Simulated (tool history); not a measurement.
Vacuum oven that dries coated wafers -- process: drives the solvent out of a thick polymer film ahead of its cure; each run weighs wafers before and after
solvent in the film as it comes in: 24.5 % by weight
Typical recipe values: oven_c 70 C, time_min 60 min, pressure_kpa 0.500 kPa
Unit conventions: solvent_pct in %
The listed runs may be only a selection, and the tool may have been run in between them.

run,hour,oven_c,time_min,pressure_kpa,solvent_pct
1,0.0,70,60,0.500,1.48
2,45.8,70,60,0.500,1.54
3,83.5,70,96,0.500,0.70
4,111.0,70,60,0.500,1.52
5,148.9,70,60,0.500,1.42
6,174.0,70,60,0.500,1.49
7,202.2,70,60,0.500,1.50
8,248.0,70,30,0.500,4.99
9,272.3,70,60,0.500,1.47
10,316.6,70,60,0.500,1.53
11,350.3,70,60,0.311,1.39
12,379.3,70,82,0.500,0.90
13,425.3,70,82,0.500,0.92
14,458.6,70,60,0.500,1.52
15,500.1,70,60,0.500,1.53
16,543.8,70,60,0.500,1.52
17,587.0,70,60,0.500,1.39
18,615.9,70,60,0.500,1.51
19,648.2,70,60,0.500,1.53
20,687.4,70,60,0.500,1.54
21,725.7,70,60,0.500,1.60
22,766.5,70,60,0.325,1.32
23,814.9,70,60,0.325,1.43
24,843.3,70,60,0.325,1.38
25,877.3,70,60,0.325,1.31
26,902.0,70,60,0.325,1.39
27,937.8,69,60,0.351,1.56
28,970.7,67,66,0.500,1.78
29,998.1,60,95,0.649,2.41
30,1038.3,84,60,0.500,0.26
31,1070.7,84,60,0.500,0.29
32,1093.2,84,60,0.500,0.34
33,1126.7,70,41,0.502,3.12
34,1173.7,72,66,0.638,1.02
35,1205.7,65,91,1.415,2.32

What if the next run were any one of these 3? Each begins from the tool's condition after run 35:
A,1247.7,62,30,1.086,?
B,1247.7,64,91,0.443,?
C,1247.7,70,60,1.020,?

run,solvent_pct
A,8.78
B,1.42
C,2.02
Take away the tool's hidden state, keep each run's random variation, and the runs would have read:
run,solvent_pct
A,8.74
B,1.40
C,2.00
